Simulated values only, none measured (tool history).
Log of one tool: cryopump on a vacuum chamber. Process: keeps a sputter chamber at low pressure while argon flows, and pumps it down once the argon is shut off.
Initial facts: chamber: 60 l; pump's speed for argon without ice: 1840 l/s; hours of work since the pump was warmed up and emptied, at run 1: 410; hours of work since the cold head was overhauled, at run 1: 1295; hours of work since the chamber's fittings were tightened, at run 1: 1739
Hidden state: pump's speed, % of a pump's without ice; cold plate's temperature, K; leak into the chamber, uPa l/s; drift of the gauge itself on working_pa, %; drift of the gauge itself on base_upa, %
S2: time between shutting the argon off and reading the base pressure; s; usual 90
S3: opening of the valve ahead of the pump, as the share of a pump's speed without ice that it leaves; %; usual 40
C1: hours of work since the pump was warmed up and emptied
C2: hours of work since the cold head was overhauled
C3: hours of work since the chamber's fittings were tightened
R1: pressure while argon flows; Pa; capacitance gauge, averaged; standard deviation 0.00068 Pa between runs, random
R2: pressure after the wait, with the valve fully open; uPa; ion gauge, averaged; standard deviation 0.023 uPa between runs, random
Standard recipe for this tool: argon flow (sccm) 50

run 1 day=0.000 | argon_flow_(sccm)=50 S2=90 S3=40 | C1=410 C2=1295 C3=1739 | R1=0.1227 R2=2.20
run 2 day=3.325 | argon_flow_(sccm)=50 S2=118 S3=40 | C1=443 C2=1327 C3=1771 | R1=0.1229 R2=2.14
run 3 day=7.350 | argon_flow_(sccm)=50 S2=118 S3=40 | C1=482 C2=1367 C3=1811 | R1=0.1238 R2=2.17
run 4 day=10.896 | argon_flow_(sccm)=50 S2=90 S3=40 | C1=517 C2=1402 C3=1846 | R1=0.1240 R2=2.41
run 5 day=15.625 | argon_flow_(sccm)=28 S2=90 S3=40 | C1=564 C2=1448 C3=1893 | R1=0.0705 R2=2.53
run 6 day=19.892 | argon_flow_(sccm)=30 S2=90 S3=40 | C1=606 C2=1490 C3=1935 | R1=0.0752 R2=2.59
run 7 day=22.075 | argon_flow_(sccm)=30 S2=90 S3=40 | C1=628 C2=1512 C3=1956 | R1=0.0760 R2=2.62
run 8 day=26.817 | argon_flow_(sccm)=50 S2=47 S3=40 | C1=674 C2=1559 C3=2003 | R1=0.1271 R2=3.21
run 9 day=31.017 | argon_flow_(sccm)=50 S2=47 S3=40 | C1=716 C2=1600 C3=2044 | R1=0.1297 R2=3.26
run 10 day=33.967 | argon_flow_(sccm)=50 S2=90 S3=40 | C1=745 C2=1629 C3=2073 | R1=0.1295 R2=2.80
-- day=37.392 leaking fittings of the chamber tightened, without venting
run 11 day=37.950 | argon_flow_(sccm)=50 S2=90 S3=40 | C1=783 C2=1667 C3=5 | R1=0.1295 R2=0.82
run 12 day=41.242 | argon_flow_(sccm)=50 S2=90 S3=40 | C1=815 C2=1700 C3=38 | R1=0.1323 R2=0.88
run 13 day=45.983 | argon_flow_(sccm)=50 S2=90 S3=40 | C1=862 C2=1747 C3=85 | R1=0.1324 R2=0.92
-- day=48.246 pump warmed up, emptied and cooled again
run 14 day=50.383 | argon_flow_(sccm)=50 S2=90 S3=40 | C1=21 C2=1788 C3=126 | R1=0.1165 R2=0.88
run 15 day=52.608 | argon_flow_(sccm)=50 S2=90 S3=40 | C1=43 C2=1810 C3=148 | R1=0.1184 R2=0.86
run 16 day=55.567 | argon_flow_(sccm)=50 S2=90 S3=38 | C1=72 C2=1839 C3=177 | R1=0.1243 R2=0.91
run 17 day=59.654 | argon_flow_(sccm)=39 S2=90 S3=40 | C1=112 C2=1879 C3=217 | R1=0.0922 R2=0.94
run 18 day=63.300 | argon_flow_(sccm)=98 S2=221 S3=26 | C1=148 C2=1915 C3=253 | R1=0.3539 R2=0.59
run 19 day=65.788 | argon_flow_(sccm)=33 S2=219 S3=58 | C1=173 C2=1940 C3=278 | R1=0.0559 R2=0.64
run 20 day=70.279 | argon_flow_(sccm)=26 S2=219 S3=58 | C1=217 C2=1984 C3=322 | R1=0.0430 R2=0.64
run 21 day=73.571 | argon_flow_(sccm)=26 S2=219 S3=31 | C1=249 C2=2016 C3=354 | R1=0.0795 R2=0.68
run 22 day=77.750 | argon_flow_(sccm)=26 S2=219 S3=31 | C1=291 C2=2057 C3=395 | R1=0.0803 R2=0.77
run 23 day=81.192 | argon_flow_(sccm)=52 S2=56 S3=26 | C1=324 C2=2091 C3=429 | R1=0.1905 R2=1.45
run 24 day=85.942 | argon_flow_(sccm)=50 S2=90 S3=32 | C1=371 C2=2138 C3=476 | R1=0.1515 R2=1.21
run 25 day=89.979 | argon_flow_(sccm)=71 S2=57 S3=40 | C1=411 C2=2178 C3=516 | R1=0.1759 R2=1.56
run 26 day=92.375 | argon_flow_(sccm)=92 S2=268 S3=21 | C1=435 C2=2202 C3=540 | R1=0.4192 R2=0.86
run 27 day=94.858 | argon_flow_(sccm)=92 S2=268 S3=21 | C1=459 C2=2226 C3=564 | R1=0.4223 R2=0.91
run 28 day=98.596 | argon_flow_(sccm)=77 S2=25 S3=17 | C1=496 C2=2263 C3=601 | R1=0.4331 R2=2.80
run 29 day=102.383 | argon_flow_(sccm)=77 S2=25 S3=17 | C1=533 C2=2300 C3=638 | R1=0.4358 R2=2.86
run 30 day=105.225 | argon_flow_(sccm)=50 S2=28 S3=19 | C1=561 C2=2328 C3=666 | R1=0.2551 R2=2.74
run 31 day=108.858 | argon_flow_(sccm)=24 S2=120 S3=46 | C1=597 C2=2364 C3=702 | R1=0.0543 R2=1.30
run 32 day=111.638 | argon_flow_(sccm)=24 S2=120 S3=46 | C1=624 C2=2391 C3=729 | R1=0.0546 R2=1.35
run 33 day=114.929 | argon_flow_(sccm)=24 S2=120 S3=46 | C1=657 C2=2424 C3=762 | R1=0.0554 R2=1.38

Below, each run's measurement less what the same run would have read without the hidden state. Both values contain the same run-to-run variation, but the gauge's scatter may not be the same in both:
run=1 R1=+0.0072 R2=+1.47
run=2 R1=+0.0078 R2=+1.54
run=3 R1=+0.0086 R2=+1.59
run=4 R1=+0.0092 R2=+1.68
run=5 R1=+0.0057 R2=+1.79
run=6 R1=+0.0067 R2=+1.85
run=7 R1=+0.0070 R2=+1.89
run=8 R1=+0.0128 R2=+1.94
run=9 R1=+0.0140 R2=+1.97
run=10 R1=+0.0148 R2=+2.06
run=11 R1=+0.0156 R2=+0.07
run=12 R1=+0.0166 R2=+0.11
run=13 R1=+0.0178 R2=+0.16
run=14 R1=+0.0018 R2=+0.11
run=15 R1=+0.0022 R2=+0.13
run=16 R1=+0.0027 R2=+0.16
run=17 R1=+0.0026 R2=+0.19
run=18 R1=+0.0078 R2=+0.21
run=19 R1=+0.0030 R2=+0.24
run=20 R1=+0.0027 R2=+0.27
run=21 R1=+0.0031 R2=+0.30
run=22 R1=+0.0034 R2=+0.36
run=23 R1=+0.0076 R2=+0.38
run=24 R1=+0.0084 R2=+0.44
run=25 R1=+0.0131 R2=+0.49
run=26 R1=+0.0178 R2=+0.52
run=27 R1=+0.0190 R2=+0.54
run=28 R1=+0.0170 R2=+0.58
run=29 R1=+0.0184 R2=+0.61
run=30 R1=+0.0127 R2=+0.67
run=31 R1=+0.0065 R2=+0.71
run=32 R1=+0.0069 R2=+0.73
run=33 R1=+0.0073 R2=+0.78
